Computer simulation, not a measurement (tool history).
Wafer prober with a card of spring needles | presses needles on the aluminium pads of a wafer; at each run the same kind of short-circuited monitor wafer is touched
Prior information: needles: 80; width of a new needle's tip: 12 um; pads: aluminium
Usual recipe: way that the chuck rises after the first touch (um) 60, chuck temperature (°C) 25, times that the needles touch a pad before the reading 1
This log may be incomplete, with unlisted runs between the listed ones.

run   hour  way that the chuck rises after the first touch (um)  chuck temperature (°C)  times that the needles touch a pad before the reading  resistance of one needle with its contact and lead (mohm)  way that a needle slides on the pad (um)
  1    0.0                                                   60                      25                                                      1                                                        160                                     15.67
       5.2  -- tips cleaned on abrasive film
      12.0  -- tips cleaned on abrasive film
      18.9  -- tips cleaned on abrasive film
      25.8  -- tips cleaned on abrasive film
      34.3  -- tips cleaned on abrasive film
      42.9  -- tips cleaned on abrasive film
      51.4  -- tips cleaned on abrasive film
      60.0  -- tips cleaned on abrasive film
      68.5  -- tips cleaned on abrasive film
  2   68.5                                                   60                      25                                                      1                                                        148                                     15.07
      75.3  -- tips cleaned on abrasive film
      83.9  -- tips cleaned on abrasive film
      92.5  -- tips cleaned on abrasive film
     101.0  -- tips cleaned on abrasive film
     107.9  -- tips cleaned on abrasive film
     116.4  -- tips cleaned on abrasive film
  3  120.7                                                   60                      49                                                      1                                                        172                                     15.07
     124.2  -- tips cleaned on abrasive film
     132.7  -- tips cleaned on abrasive film
     141.3  -- tips cleaned on abrasive film
     149.8  -- tips cleaned on abrasive film
  4  153.6                                                   60                      49                                                      1                                                        170                                     14.69
     157.1  -- tips cleaned on abrasive film
     165.7  -- tips cleaned on abrasive film
     172.5  -- tips cleaned on abrasive film
     179.4  -- tips cleaned on abrasive film
     187.9  -- tips cleaned on abrasive film
     196.5  -- tips cleaned on abrasive film
     203.4  -- tips cleaned on abrasive film
  5  206.7                                                   60                      49                                                      1                                                        170                                     14.65
     211.8  -- tips cleaned on abrasive film
     218.7  -- tips cleaned on abrasive film
     227.3  -- tips cleaned on abrasive film
     234.1  -- tips cleaned on abrasive film
     241.0  -- tips cleaned on abrasive film
     249.5  -- tips cleaned on abrasive film
     258.1  -- tips cleaned on abrasive film
     265.0  -- tips cleaned on abrasive film
     271.8  -- tips cleaned on abrasive film
  6  274.0                                                   60                      49                                                      1                                                        165                                     14.45
     279.2  -- tips cleaned on abrasive film
     286.1  -- tips cleaned on abrasive film
     294.6  -- tips cleaned on abrasive film
     301.5  -- tips cleaned on abrasive film
     310.0  -- tips cleaned on abrasive film
     318.6  -- tips cleaned on abrasive film
     325.5  -- tips cleaned on abrasive film
  7  325.9                                                   60                      25                                                      1                                                        155                                     14.35
     332.8  -- tips cleaned on abrasive film
     341.3  -- tips cleaned on abrasive film
     348.2  -- tips cleaned on abrasive film
     356.8  -- tips cleaned on abrasive film
     365.3  -- tips cleaned on abrasive film
     373.9  -- tips cleaned on abrasive film
     382.4  -- tips cleaned on abrasive film
     391.0  -- tips cleaned on abrasive film
     399.5  -- tips cleaned on abrasive film
  8  400.4                                                   60                      25                                                      1                                                        158                                     14.11
     407.3  -- tips cleaned on abrasive film
     415.9  -- tips cleaned on abrasive film
     422.7  -- tips cleaned on abrasive film
     429.6  -- tips cleaned on abrasive film
     438.1  -- tips cleaned on abrasive film
  9  442.1                                                   60                      67                                                      1                                                        184                                     14.09
     445.6  -- tips cleaned on abrasive film
     454.1  -- tips cleaned on abrasive film
     461.0  -- tips cleaned on abrasive film
     467.8  -- tips cleaned on abrasive film
     476.4  -- tips cleaned on abrasive film
     483.3  -- tips cleaned on abrasive film
 10  484.0                                                   60                      55                                                      1                                                        160                                     13.88
     490.9  -- tips cleaned on abrasive film
     497.7  -- tips cleaned on abrasive film
     506.3  -- tips cleaned on abrasive film
     513.2  -- tips cleaned on abrasive film
     521.7  -- tips cleaned on abrasive film
     528.6  -- tips cleaned on abrasive film
     537.1  -- tips cleaned on abrasive film
     545.7  -- tips cleaned on abrasive film
     554.3  -- tips cleaned on abrasive film
     561.1  -- tips cleaned on abrasive film
 11  561.4                                                   40                      25                                                      3                                                        162                                      8.60
     568.3  -- tips cleaned on abrasive film
     576.9  -- tips cleaned on abrasive film
     583.7  -- tips cleaned on abrasive film
     592.3  -- tips cleaned on abrasive film
     599.2  -- tips cleaned on abrasive film
     607.7  -- tips cleaned on abrasive film
     614.6  -- tips cleaned on abrasive film
 12  616.3                                                   40                      25                                                      3                                                        170                                      8.28
     623.1  -- tips cleaned on abrasive film
     631.7  -- tips cleaned on abrasive film
     640.2  -- tips cleaned on abrasive film
     647.1  -- tips cleaned on abrasive film
     652.5  -- height of the first contact set anew
     656.0  -- tips cleaned on abrasive film
     662.8  -- tips cleaned on abrasive film
 13  665.3                                                   40                      25                                                      3                                                        165                                     10.05
     670.5  -- tips cleaned on abrasive film
     677.4  -- tips cleaned on abrasive film
     685.9  -- tips cleaned on abrasive film
     692.8  -- tips cleaned on abrasive film
     699.7  -- tips cleaned on abrasive film
     708.2  -- tips cleaned on abrasive film
     716.8  -- tips cleaned on abrasive film
     725.3  -- tips cleaned on abrasive film
 14  731.4                                                   40                     112                                                      2                                                        205                                     10.28
     733.2  -- tips cleaned on abrasive film
     740.0  -- tips cleaned on abrasive film
     746.9  -- tips cleaned on abrasive film
     755.5  -- tips cleaned on abrasive film
     764.0  -- tips cleaned on abrasive film
 15  765.0                                                   60                     112                                                      2                                                        167                                     14.95

Predict the results of run 16:
     771.8  -- tips cleaned on abrasive film
     778.7  -- tips cleaned on abrasive film
     785.6  -- tips cleaned on abrasive film
     792.4  -- tips cleaned on abrasive film
     801.0  -- tips cleaned on abrasive film
     809.5  -- tips cleaned on abrasive film
     818.1  -- tips cleaned on abrasive film
     826.7  -- tips cleaned on abrasive film
 16  828.2                                                   78                      46                                                      1                                                          ?                                         ?

{"run 16": {"resistance of one needle with its contact and lead (mohm)": 155, "way that a needle slides on the pad (um)": 19.54}}
If the tool had no hidden condition, the same run with the same run-to-run variation would have returned resistance of one needle with its contact and lead (mohm) 146, way that a needle slides on the pad (um) 20.09.
